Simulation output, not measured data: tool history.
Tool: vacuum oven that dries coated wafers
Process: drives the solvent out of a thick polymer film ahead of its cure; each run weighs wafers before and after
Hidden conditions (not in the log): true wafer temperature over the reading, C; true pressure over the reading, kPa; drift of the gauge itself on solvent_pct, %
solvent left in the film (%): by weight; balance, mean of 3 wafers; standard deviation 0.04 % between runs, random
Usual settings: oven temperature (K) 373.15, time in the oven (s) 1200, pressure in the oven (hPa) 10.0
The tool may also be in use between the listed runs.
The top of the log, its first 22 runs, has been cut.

| run | hour | oven temperature (K) | time in the oven (s) | pressure in the oven (hPa) | hours of work since the thermocouples were calibrated | hours of work since the vacuum gauge was cleaned of residue | solvent left in the film (%) |
|---|---|---|---|---|---|---|---|
| 23 | 226.9 | 365.15 | 1980 | 35.2 | 24 | 228 | 3.32 |
| 24 | 237.7 | 378.15 | 1500 | 30.8 | 28 | 233 | 1.74 |
| 25 | 245.6 | 378.15 | 1500 | 30.8 | 32 | 236 | 1.81 |
| 26 | 257.1 | 373.15 | 780 | 14.6 | 37 | 241 | 2.80 |
| 27 | 266.6 | 371.15 | 1620 | 9.2 | 41 | 245 | 0.91 |
| 28 | 280.3 | 371.15 | 840 | 9.2 | 47 | 251 | 2.51 |
| 29 | 294.5 | 371.15 | 840 | 9.2 | 53 | 257 | 2.47 |
| 30 | 304.3 | 368.15 | 840 | 32.6 | 57 | 261 | 4.43 |
| 31 | 318.5 | 362.15 | 1380 | 8.9 | 63 | 267 | 2.23 |

Alternative continuations, all from the tool just after run 31; predict every row:
| A | 324.6 | 375.15 | 1260 | 10.0 | 65 | 270 | ? |
| B | 324.6 | 378.15 | 720 | 9.5 | 65 | 270 | ? |
| C | 324.6 | 377.15 | 1320 | 8.3 | 65 | 270 | ? |

| run | solvent left in the film (%) |
|---|---|
| A | 1.05 |
| B | 1.97 |
| C | 0.76 |
Without the tool's hidden state the same runs would have given:
| run | solvent left in the film (%) |
|---|---|
| A | 1.04 |
| B | 1.98 |
| C | 0.74 |
